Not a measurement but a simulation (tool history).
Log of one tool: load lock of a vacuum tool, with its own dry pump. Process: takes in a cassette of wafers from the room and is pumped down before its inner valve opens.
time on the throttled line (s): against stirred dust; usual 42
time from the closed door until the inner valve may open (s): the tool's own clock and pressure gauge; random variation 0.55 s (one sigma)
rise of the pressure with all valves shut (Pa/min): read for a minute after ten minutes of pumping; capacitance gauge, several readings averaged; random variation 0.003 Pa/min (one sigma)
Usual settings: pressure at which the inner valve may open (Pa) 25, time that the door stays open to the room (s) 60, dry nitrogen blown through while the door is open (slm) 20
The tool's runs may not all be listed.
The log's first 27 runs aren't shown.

run    hour  time on the throttled line (s)  pressure at which the inner valve may open (Pa)  time that the door stays open to the room (s)  dry nitrogen blown through while the door is open (slm)  hours that the pump has run since its overhaul  times that the door has closed on its seal  incoming humidity of the room's air, %  time from the closed door until the inner valve may open (s)  rise of the pressure with all valves shut (Pa/min)
 28  3651.7                              54                                               32                                            205                                                       32                                             140                                        8163                                    46.7                                                          83.7                                                0.08
 29  3740.2                              61                                               32                                            120                                                       25                                             228                                        8342                                    42.1                                                          90.9                                               0.068
 30  3875.9                              71                                               43                                             60                                                       41                                             364                                        8618                                    44.5                                                          95.5                                               0.055
 31    4017                              78                                               43                                            184                                                        5                                             505                                        8904                                    40.4                                                         100.7                                                 0.1
 32  4194.6                              78                                               43                                            184                                                        5                                             682                                        9265                                    43.3                                                         100.9                                               0.109
 33  4382.1                              39                                               25                                            102                                                       19                                             870                                        9646                                    41.3                                                          75.8                                               0.073
 34  4554.7                              39                                               25                                            102                                                       19                                            1043                                        9997                                      44                                                          74.7                                               0.084
 35  4729.4                              76                                               37                                            102                                                       19                                            1217                                       10351                                    40.7                                                          99.8                                               0.082
 36  4857.7                              76                                               37                                            102                                                       19                                            1346                                       10612                                    48.1                                                         100.9                                               0.087
 37  4999.5                              76                                               37                                            102                                                       19                                            1487                                       10900                                    49.2                                                           100                                                0.09

3 ways to go on from here, each from the tool as it stands after run 37. What would each give?
  A  5181.4                              63                                               25                                             60                                                       20                                            1669                                       11270                                      43                                                             ?                                                   ?
  B  5181.4                              42                                               27                                             60                                                       20                                            1669                                       11270                                    46.4                                                             ?                                                   ?
  C  5181.4                              76                                               37                                             53                                                       12                                            1669                                       11270                                      45                                                             ?                                                   ?

run  time from the closed door until the inner valve may open (s)  rise of the pressure with all valves shut (Pa/min)
  A                                                            94                                               0.082
  B                                                            77                                                0.08
  C                                                          99.7                                               0.081
Without the tool's hidden state the same runs would have given:
run  time from the closed door until the inner valve may open (s)  rise of the pressure with all valves shut (Pa/min)
  A                                                          93.4                                               0.024
  B                                                          76.3                                               0.021
  C                                                          99.2                                               0.022
